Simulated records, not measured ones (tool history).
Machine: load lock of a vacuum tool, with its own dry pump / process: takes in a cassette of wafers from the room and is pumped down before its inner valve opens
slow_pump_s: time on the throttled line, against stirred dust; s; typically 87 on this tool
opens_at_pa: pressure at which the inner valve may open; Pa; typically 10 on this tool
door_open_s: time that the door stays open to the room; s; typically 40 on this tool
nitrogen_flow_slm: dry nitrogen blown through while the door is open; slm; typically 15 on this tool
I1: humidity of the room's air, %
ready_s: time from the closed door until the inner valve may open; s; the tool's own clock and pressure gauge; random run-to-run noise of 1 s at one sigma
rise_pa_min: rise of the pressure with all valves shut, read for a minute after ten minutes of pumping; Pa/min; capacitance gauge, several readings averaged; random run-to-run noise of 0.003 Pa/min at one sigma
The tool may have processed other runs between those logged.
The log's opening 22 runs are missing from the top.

run 23 hour=1880.8 | slow_pump_s=87 opens_at_pa=11 door_open_s=92 nitrogen_flow_slm=20 | I1=49.3 | ready_s=167.0 rise_pa_min=0.053
run 24 hour=1969.8 | slow_pump_s=98 opens_at_pa=12 door_open_s=40 nitrogen_flow_slm=7 | I1=43.3 | ready_s=174.6 rise_pa_min=0.057
run 25 hour=2058.3 | slow_pump_s=98 opens_at_pa=12 door_open_s=40 nitrogen_flow_slm=7 | I1=47.5 | ready_s=174.6 rise_pa_min=0.062
run 26 hour=2159.2 | slow_pump_s=98 opens_at_pa=12 door_open_s=40 nitrogen_flow_slm=7 | I1=43.0 | ready_s=176.0 rise_pa_min=0.063
run 27 hour=2246.1 | slow_pump_s=66 opens_at_pa=10 door_open_s=40 nitrogen_flow_slm=15 | I1=44.5 | ready_s=154.7 rise_pa_min=0.052
run 28 hour=2361.8 | slow_pump_s=66 opens_at_pa=10 door_open_s=40 nitrogen_flow_slm=15 | I1=46.4 | ready_s=155.1 rise_pa_min=0.058
run 29 hour=2496.6 | slow_pump_s=174 opens_at_pa=10 door_open_s=40 nitrogen_flow_slm=15 | I1=42.5 | ready_s=228.4 rise_pa_min=0.058
run 30 hour=2600.0 | slow_pump_s=119 opens_at_pa=7 door_open_s=173 nitrogen_flow_slm=30 | I1=42.7 | ready_s=196.4 rise_pa_min=0.058
run 31 hour=2708.0 | slow_pump_s=119 opens_at_pa=7 door_open_s=173 nitrogen_flow_slm=30 | I1=47.3 | ready_s=198.1 rise_pa_min=0.062
run 32 hour=2808.0 | slow_pump_s=119 opens_at_pa=7 door_open_s=173 nitrogen_flow_slm=10 | I1=41.3 | ready_s=197.0 rise_pa_min=0.079
run 33 hour=2888.7 | slow_pump_s=125 opens_at_pa=10 door_open_s=30 nitrogen_flow_slm=15 | I1=44.3 | ready_s=194.8 rise_pa_min=0.065
run 34 hour=2947.2 | slow_pump_s=144 opens_at_pa=9 door_open_s=205 nitrogen_flow_slm=13 | I1=44.3 | ready_s=212.8 rise_pa_min=0.078
run 35 hour=3019.5 | slow_pump_s=144 opens_at_pa=9 door_open_s=205 nitrogen_flow_slm=13 | I1=44.0 | ready_s=211.7 rise_pa_min=0.087
run 36 hour=3084.2 | slow_pump_s=144 opens_at_pa=9 door_open_s=205 nitrogen_flow_slm=13 | I1=43.5 | ready_s=210.4 rise_pa_min=0.084
run 37 hour=3200.4 | slow_pump_s=144 opens_at_pa=9 door_open_s=205 nitrogen_flow_slm=13 | I1=42.7 | ready_s=210.2 rise_pa_min=0.081

4 options for the next run, each taken on its own from the tool as it stands now. Forecast them:
run A hour=3331.4 | slow_pump_s=87 opens_at_pa=8 door_open_s=46 nitrogen_flow_slm=11 | I1=41.1 | ready_s=? rise_pa_min=?
run B hour=3331.4 | slow_pump_s=72 opens_at_pa=9 door_open_s=31 nitrogen_flow_slm=13 | I1=45.8 | ready_s=? rise_pa_min=?
run C hour=3331.4 | slow_pump_s=87 opens_at_pa=7 door_open_s=161 nitrogen_flow_slm=15 | I1=42.6 | ready_s=? rise_pa_min=?
run D hour=3331.4 | slow_pump_s=144 opens_at_pa=9 door_open_s=46 nitrogen_flow_slm=37 | I1=47.5 | ready_s=? rise_pa_min=?

run=A ready_s=174.2 rise_pa_min=0.072
run=B ready_s=163.0 rise_pa_min=0.074
run=C ready_s=176.9 rise_pa_min=0.082
run=D ready_s=213.6 rise_pa_min=0.057
The same runs, with their run-to-run variation unchanged, on a tool lacking any hidden condition would have given:
run=A ready_s=162.3 rise_pa_min=0.021
run=B ready_s=150.6 rise_pa_min=0.022
run=C ready_s=164.7 rise_pa_min=0.030
run=D ready_s=204.3 rise_pa_min=0.005
